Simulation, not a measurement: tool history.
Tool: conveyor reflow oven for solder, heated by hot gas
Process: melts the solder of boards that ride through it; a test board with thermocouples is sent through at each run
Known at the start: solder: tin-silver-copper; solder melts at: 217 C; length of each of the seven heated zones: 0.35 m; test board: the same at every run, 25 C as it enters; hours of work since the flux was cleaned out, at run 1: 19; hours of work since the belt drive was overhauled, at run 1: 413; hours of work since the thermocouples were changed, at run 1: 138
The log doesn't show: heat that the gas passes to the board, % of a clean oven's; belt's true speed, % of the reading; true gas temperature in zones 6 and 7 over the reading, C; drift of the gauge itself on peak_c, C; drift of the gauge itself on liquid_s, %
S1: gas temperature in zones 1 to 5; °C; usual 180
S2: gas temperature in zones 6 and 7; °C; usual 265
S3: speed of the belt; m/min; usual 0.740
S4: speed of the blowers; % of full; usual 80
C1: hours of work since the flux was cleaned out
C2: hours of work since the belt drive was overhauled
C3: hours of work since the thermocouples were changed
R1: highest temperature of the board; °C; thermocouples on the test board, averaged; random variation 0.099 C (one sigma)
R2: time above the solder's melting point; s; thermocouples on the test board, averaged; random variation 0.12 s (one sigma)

| run | day | S1 | S2 | S3 | S4 | C1 | C2 | C3 | R1 | R2 |
|---|---|---|---|---|---|---|---|---|---|---|
| 1 | 0.000 | 180 | 265 | 0.740 | 80 | 19 | 413 | 138 | 257.28 | 48.3 |
| 2 | 0.846 | 180 | 265 | 0.740 | 80 | 32 | 426 | 151 | 257.22 | 48.4 |
| 3 | 1.533 | 180 | 265 | 0.740 | 80 | 43 | 438 | 162 | 257.18 | 48.4 |
| 4 | 2.154 | 180 | 265 | 0.740 | 80 | 53 | 448 | 172 | 257.03 | 48.5 |
| 5 | 2.654 | 180 | 265 | 0.740 | 74 | 61 | 456 | 180 | 256.27 | 47.5 |
| 6 | 3.200 | 180 | 265 | 0.761 | 80 | 70 | 464 | 189 | 256.70 | 46.8 |
| 7 | 4.021 | 189 | 265 | 0.740 | 80 | 83 | 477 | 202 | 258.04 | 51.3 |
| 8 | 4.846 | 176 | 265 | 0.740 | 80 | 96 | 491 | 215 | 256.67 | 47.3 |
| 9 | 5.600 | 176 | 265 | 0.740 | 80 | 109 | 503 | 227 | 256.70 | 47.1 |
| 10 | 6.438 | 180 | 265 | 0.740 | 80 | 122 | 516 | 241 | 257.00 | 48.2 |
| 11 | 6.842 | 180 | 265 | 0.740 | 80 | 129 | 523 | 247 | 257.09 | 48.1 |
| 12 | 7.600 | 180 | 265 | 0.740 | 80 | 141 | 535 | 260 | 257.14 | 48.3 |
| 13 | 8.133 | 180 | 265 | 0.740 | 80 | 149 | 544 | 268 | 257.01 | 48.3 |
| 14 | 8.800 | 180 | 271 | 0.740 | 57 | 160 | 554 | 279 | 257.65 | 47.5 |

Run 15 comes next. What will it give?
|  | 9.050 | flux residue cleaned out of gas plates and filters |
| 15 | 9.529 | 170 | 259 | 0.701 | 89 | 8 | 563 | 287 | ? | ? |

{"run 15": {"R1": 252.48, "R2": 47.2}}
Without the tool's hidden state the same run would have given R1 252.69 °C, R2 46.9 s.

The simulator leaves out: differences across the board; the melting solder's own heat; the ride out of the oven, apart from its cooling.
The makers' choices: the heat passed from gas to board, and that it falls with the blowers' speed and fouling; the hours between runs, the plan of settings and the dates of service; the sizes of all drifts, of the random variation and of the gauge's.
